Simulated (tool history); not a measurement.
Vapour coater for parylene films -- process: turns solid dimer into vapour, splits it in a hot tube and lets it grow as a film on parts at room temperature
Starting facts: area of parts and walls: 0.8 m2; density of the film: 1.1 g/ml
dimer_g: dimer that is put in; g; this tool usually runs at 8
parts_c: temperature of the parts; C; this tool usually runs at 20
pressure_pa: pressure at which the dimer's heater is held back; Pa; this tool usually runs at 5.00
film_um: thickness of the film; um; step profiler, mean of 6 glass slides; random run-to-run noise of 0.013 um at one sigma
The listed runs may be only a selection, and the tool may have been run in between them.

| run | hour | dimer_g | parts_c | pressure_pa | film_um |
|---|---|---|---|---|---|
| 1 | 0.0 | 8 | 20 | 5.00 | 6.91 |
| 2 | 16.1 | 8 | 20 | 5.00 | 6.91 |
| 3 | 45.2 | 8 | 20 | 5.00 | 6.90 |
| 4 | 67.4 | 8 | 20 | 5.00 | 6.90 |
| 5 | 89.0 | 8 | 24 | 5.00 | 5.99 |
| 6 | 109.4 | 8 | 24 | 5.00 | 5.99 |
| 7 | 127.9 | 8 | 25 | 5.00 | 5.76 |
| 8 | 156.1 | 8 | 25 | 5.00 | 5.77 |
| 9 | 182.9 | 8 | 25 | 5.00 | 5.77 |
| 10 | 198.5 | 8 | 13 | 5.00 | 8.76 |
| 11 | 214.7 | 8 | 20 | 5.00 | 6.88 |
| 12 | 244.7 | 3 | 20 | 5.00 | 2.58 |
| 13 | 276.7 | 3 | 20 | 5.00 | 2.57 |
| 14 | 308.3 | 3 | 25 | 5.00 | 2.16 |
| 15 | 334.6 | 3 | 25 | 5.00 | 2.15 |
| 16 | 365.5 | 3 | 25 | 5.00 | 2.16 |
| 17 | 384.1 | 3 | 23 | 3.18 | 2.44 |
| 18 | 400.9 | 3 | 23 | 3.18 | 2.45 |
| 19 | 430.9 | 7 | 30 | 2.34 | 4.61 |
| 20 | 450.6 | 3 | 29 | 3.35 | 1.98 |
| 21 | 481.2 | 6 | 20 | 5.00 | 5.12 |
| 22 | 496.7 | 9 | 29 | 3.54 | 5.84 |
| 23 | 517.8 | 8 | 18 | 5.00 | 7.34 |
| 24 | 533.1 | 8 | 24 | 5.12 | 5.95 |
| 25 | 547.6 | 3 | 19 | 5.12 | 2.65 |
| 26 | 572.4 | 3 | 14 | 5.00 | 3.17 |
| 27 | 598.2 | 3 | 14 | 5.00 | 3.16 |
| 28 | 631.2 | 3 | 20 | 2.95 | 2.73 |
| 29 | 662.0 | 3 | 22 | 2.04 | 2.67 |
| 30 | 697.1 | 3 | 22 | 2.04 | 2.66 |

Each row is a separate what-if for the run after 30, all from the same tool condition, not one after another. Results?
| A | 711.4 | 8 | 26 | 3.19 | ? |
| B | 711.4 | 5 | 22 | 2.98 | ? |
| C | 711.4 | 8 | 13 | 11.86 | ? |
| D | 711.4 | 13 | 20 | 8.20 | ? |

| run | film_um |
|---|---|
| A | 5.83 |
| B | 4.23 |
| C | 7.83 |
| D | 10.46 |
With the hidden condition removed and each run's random variation left untouched, the same runs would have given:
| run | film_um |
|---|---|
| A | 5.88 |
| B | 4.27 |
| C | 7.90 |
| D | 10.54 |

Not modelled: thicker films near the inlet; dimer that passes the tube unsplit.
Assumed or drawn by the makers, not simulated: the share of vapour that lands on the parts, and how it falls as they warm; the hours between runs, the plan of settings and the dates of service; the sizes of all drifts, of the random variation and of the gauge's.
